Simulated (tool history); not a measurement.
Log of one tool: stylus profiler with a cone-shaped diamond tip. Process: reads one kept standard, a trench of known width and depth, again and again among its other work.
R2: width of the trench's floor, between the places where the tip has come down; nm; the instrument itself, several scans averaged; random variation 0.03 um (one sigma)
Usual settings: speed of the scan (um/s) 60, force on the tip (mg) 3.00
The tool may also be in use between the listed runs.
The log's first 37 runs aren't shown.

{"run": 38, "hour": 640.3, "speed of the scan (um/s)": 107, "force on the tip (mg)": 2.05, "depth of the trench (nm)": 101.24, "R2": 17710}
{"run": 39, "hour": 651.3, "speed of the scan (um/s)": 134, "force on the tip (mg)": 7.44, "depth of the trench (nm)": 103.28, "R2": 17850}
{"run": 40, "hour": 672.8, "speed of the scan (um/s)": 60, "force on the tip (mg)": 5.89, "depth of the trench (nm)": 102.82, "R2": 17890}
{"run": 41, "hour": 686.9, "speed of the scan (um/s)": 27, "force on the tip (mg)": 6.67, "depth of the trench (nm)": 103.1, "R2": 17920}
{"run": 42, "hour": 709.8, "speed of the scan (um/s)": 33, "force on the tip (mg)": 3.0, "depth of the trench (nm)": 101.7, "R2": 17900}
{"run": 43, "hour": 727.9, "speed of the scan (um/s)": 28, "force on the tip (mg)": 2.16, "depth of the trench (nm)": 101.28, "R2": 17880}
{"run": 44, "hour": 750.5, "speed of the scan (um/s)": 68, "force on the tip (mg)": 7.72, "depth of the trench (nm)": 103.43, "R2": 17870}
{"run": 45, "hour": 764.5, "speed of the scan (um/s)": 18, "force on the tip (mg)": 4.92, "depth of the trench (nm)": 102.43, "R2": 17950}
{"run": 46, "hour": 785.3, "speed of the scan (um/s)": 132, "force on the tip (mg)": 2.73, "depth of the trench (nm)": 101.52, "R2": 17630}

4 ways to go on from here, each from the tool as it stands after run 46. What would each give?
{"run": "A", "hour": 807.3, "speed of the scan (um/s)": 71, "force on the tip (mg)": 3.0, "depth of the trench (nm)": "?", "R2": "?"}
{"run": "B", "hour": 807.3, "speed of the scan (um/s)": 60, "force on the tip (mg)": 7.66, "depth of the trench (nm)": "?", "R2": "?"}
{"run": "C", "hour": 807.3, "speed of the scan (um/s)": 45, "force on the tip (mg)": 2.73, "depth of the trench (nm)": "?", "R2": "?"}
{"run": "D", "hour": 807.3, "speed of the scan (um/s)": 26, "force on the tip (mg)": 2.73, "depth of the trench (nm)": "?", "R2": "?"}

run=A depth_of_the_trench_(nm)=101.66 R2=17800
run=B depth_of_the_trench_(nm)=103.36 R2=17880
run=C depth_of_the_trench_(nm)=101.51 R2=17810
run=D depth_of_the_trench_(nm)=101.56 R2=17910
Without the tool's hidden state the same runs would have given:
run=A depth_of_the_trench_(nm)=101.97 R2=18450
run=B depth_of_the_trench_(nm)=103.68 R2=18530
run=C depth_of_the_trench_(nm)=101.82 R2=18460
run=D depth_of_the_trench_(nm)=101.87 R2=18560
